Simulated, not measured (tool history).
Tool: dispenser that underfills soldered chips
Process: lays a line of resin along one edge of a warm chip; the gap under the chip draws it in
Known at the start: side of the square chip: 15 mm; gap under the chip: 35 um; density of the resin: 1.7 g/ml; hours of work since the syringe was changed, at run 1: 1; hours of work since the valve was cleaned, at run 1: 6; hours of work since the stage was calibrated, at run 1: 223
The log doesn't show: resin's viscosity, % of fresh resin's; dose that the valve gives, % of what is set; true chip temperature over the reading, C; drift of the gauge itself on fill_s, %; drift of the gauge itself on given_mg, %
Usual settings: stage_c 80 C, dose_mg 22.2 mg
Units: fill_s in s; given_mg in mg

run	day	stage_c	dose_mg	hours of work since the syringe was changed	hours of work since the valve was cleaned	hours of work since the stage was calibrated	fill_s	given_mg
1	0.000	80	22.2	1	6	223	473.7	22.29
2	0.350	80	22.2	7	12	229	628.3	22.09
# day 0.646: new syringe of resin
3	0.796	80	22.2	3	20	236	509.7	22.03
4	1.117	80	20.6	8	25	242	661.4	20.21
# day 1.321: new syringe of resin
5	1.421	80	26.0	2	30	247	502.0	25.71
6	1.746	80	22.2	7	36	252	653.0	21.77
# day 2.000: new syringe of resin
7	2.192	80	22.2	3	43	260	530.0	21.61
8	2.638	80	22.2	11	51	267	764.8	21.52
# day 2.683: new syringe of resin
9	3.025	69	22.2	6	57	274	878.8	21.51
10	3.342	83	22.2	11	63	279	707.2	21.55
# day 3.396: new syringe of resin
11	3.800	89	22.2	7	71	287	476.6	21.40
# day 4.075: new syringe of resin
12	4.217	89	22.2	2	78	294	397.3	21.27
13	4.688	89	22.2	10	86	302	567.5	21.15
# day 4.771: new syringe of resin
14	5.046	89	22.2	5	92	308	432.0	21.14
# day 5.471: new syringe of resin
15	5.504	89	22.2	1	99	315	366.8	21.01
16	5.862	89	22.2	7	105	322	477.4	20.86
17	6.096	89	22.2	11	109	326	579.2	20.90
# day 6.175: new syringe of resin
# day 6.571: dispensing valve cleaned and set on the balance
18	6.650	72	28.3	7	1	334	847.3	28.15
# day 6.904: new syringe of resin
19	7.038	72	28.3	2	8	341	662.9	28.22

Run 20 comes next. What will it give?
20	7.325	78	24.5	7	13	346	?	?

fill_s: 696.4 s
given_mg: 24.21 mg
Without the tool's hidden state the same run would have given fill_s 486.0 s, given_mg 24.44 mg.
